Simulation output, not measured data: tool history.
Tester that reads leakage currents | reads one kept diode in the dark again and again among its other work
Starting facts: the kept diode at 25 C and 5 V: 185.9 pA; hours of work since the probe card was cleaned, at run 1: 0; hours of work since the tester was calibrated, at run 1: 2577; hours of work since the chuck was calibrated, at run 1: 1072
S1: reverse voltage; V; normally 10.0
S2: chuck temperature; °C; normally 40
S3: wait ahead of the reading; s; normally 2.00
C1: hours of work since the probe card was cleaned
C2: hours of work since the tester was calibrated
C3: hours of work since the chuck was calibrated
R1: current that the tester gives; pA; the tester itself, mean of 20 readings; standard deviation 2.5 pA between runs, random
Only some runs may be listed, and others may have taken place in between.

run	hour	S1	S2	S3	C1	C2	C3	R1
1	0.0	10.0	40	2.00	0	2577	1072	851.22
2	81.1	10.0	40	2.00	58	2635	1130	850.42
3	178.3	10.0	40	2.00	127	2704	1199	850.20
4	274.7	10.0	29	2.00	195	2773	1267	368.49
5	378.3	10.0	29	2.00	269	2846	1341	369.31
6	445.0	10.0	40	0.71	316	2894	1388	845.51
7	511.2	10.0	40	0.71	363	2941	1435	851.04
8	602.5	10.0	27	0.71	428	3006	1500	315.73
# hour 613.4: chuck's temperature calibrated
9	672.7	10.0	27	0.71	477	3054	42	318.73
# hour 746.3: tester calibrated
10	747.1	10.0	27	0.71	528	1	94	319.64
11	835.5	1.2	27	7.16	591	63	156	103.01
12	888.4	1.2	27	7.16	629	101	194	102.58

Predict each of these 3 candidate next runs independently; none follows another, all start after run 12:
A	970.2	10.0	46	2.00	687	159	252	?
B	970.2	10.0	40	8.55	687	159	252	?
C	970.2	4.0	36	0.58	687	159	252	?

run	R1
A	1304.54
B	842.92
C	388.82
What these runs would have given with no unlogged condition in the tool:
run	R1
A	1305.19
B	843.35
C	389.02
